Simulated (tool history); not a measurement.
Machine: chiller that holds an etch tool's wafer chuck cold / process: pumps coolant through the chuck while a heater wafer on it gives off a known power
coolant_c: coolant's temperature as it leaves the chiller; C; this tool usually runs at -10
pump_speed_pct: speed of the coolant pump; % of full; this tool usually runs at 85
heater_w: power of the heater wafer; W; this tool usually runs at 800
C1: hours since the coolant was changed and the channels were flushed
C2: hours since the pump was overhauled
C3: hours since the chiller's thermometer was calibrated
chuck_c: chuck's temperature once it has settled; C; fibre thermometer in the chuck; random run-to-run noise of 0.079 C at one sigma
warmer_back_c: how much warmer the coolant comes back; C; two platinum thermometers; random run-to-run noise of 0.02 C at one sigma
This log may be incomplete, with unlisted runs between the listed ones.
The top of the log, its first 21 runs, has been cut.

run 22 day=38.088 | coolant_c=-15 pump_speed_pct=65 heater_w=516 | C1=4229 C2=2396 C3=2056 | chuck_c=-10.65 warmer_back_c=2.17
run 23 day=39.600 | coolant_c=-20 pump_speed_pct=72 heater_w=567 | C1=4265 C2=2432 C3=2092 | chuck_c=-15.52 warmer_back_c=2.18
run 24 day=41.629 | coolant_c=-20 pump_speed_pct=72 heater_w=567 | C1=4314 C2=2481 C3=2141 | chuck_c=-15.47 warmer_back_c=2.15
run 25 day=42.862 | coolant_c=-20 pump_speed_pct=72 heater_w=605 | C1=4343 C2=2510 C3=2170 | chuck_c=-15.20 warmer_back_c=2.30
run 26 day=44.658 | coolant_c=-10 pump_speed_pct=93 heater_w=695 | C1=4387 C2=2553 C3=2214 | chuck_c=-5.39 warmer_back_c=2.02
run 27 day=46.942 | coolant_c=-9 pump_speed_pct=97 heater_w=800 | C1=4441 C2=2608 C3=2268 | chuck_c=-3.77 warmer_back_c=2.27
run 28 day=48.108 | coolant_c=-9 pump_speed_pct=98 heater_w=498 | C1=4469 C2=2636 C3=2296 | chuck_c=-5.73 warmer_back_c=1.27
-- day=49.262 coolant changed, channels flushed
run 29 day=50.429 | coolant_c=-10 pump_speed_pct=64 heater_w=591 | C1=28 C2=2686 C3=2346 | chuck_c=-4.98 warmer_back_c=2.52
run 30 day=52.642 | coolant_c=-9 pump_speed_pct=67 heater_w=591 | C1=81 C2=2739 C3=2399 | chuck_c=-4.16 warmer_back_c=2.36
run 31 day=54.346 | coolant_c=-9 pump_speed_pct=86 heater_w=569 | C1=122 C2=2780 C3=2440 | chuck_c=-4.98 warmer_back_c=1.71

Each row is a separate what-if for the run after 31, all from the same tool condition, not one after another. Results?
run A day=55.338 | coolant_c=-10 pump_speed_pct=85 heater_w=758 | C1=146 C2=2804 C3=2464 | chuck_c=? warmer_back_c=?
run B day=55.338 | coolant_c=-11 pump_speed_pct=72 heater_w=957 | C1=146 C2=2804 C3=2464 | chuck_c=? warmer_back_c=?
run C day=55.338 | coolant_c=-9 pump_speed_pct=86 heater_w=582 | C1=146 C2=2804 C3=2464 | chuck_c=? warmer_back_c=?
run D day=55.338 | coolant_c=-12 pump_speed_pct=79 heater_w=569 | C1=146 C2=2804 C3=2464 | chuck_c=? warmer_back_c=?

run=A chuck_c=-4.73 warmer_back_c=2.41
run=B chuck_c=-3.46 warmer_back_c=3.67
run=C chuck_c=-4.78 warmer_back_c=1.74
run=D chuck_c=-7.82 warmer_back_c=1.88
Without the tool's unlogged condition, the same runs would have read:
run=A chuck_c=-4.73 warmer_back_c=2.66
run=B chuck_c=-3.46 warmer_back_c=3.92
run=C chuck_c=-4.78 warmer_back_c=2.00
run=D chuck_c=-7.82 warmer_back_c=2.14
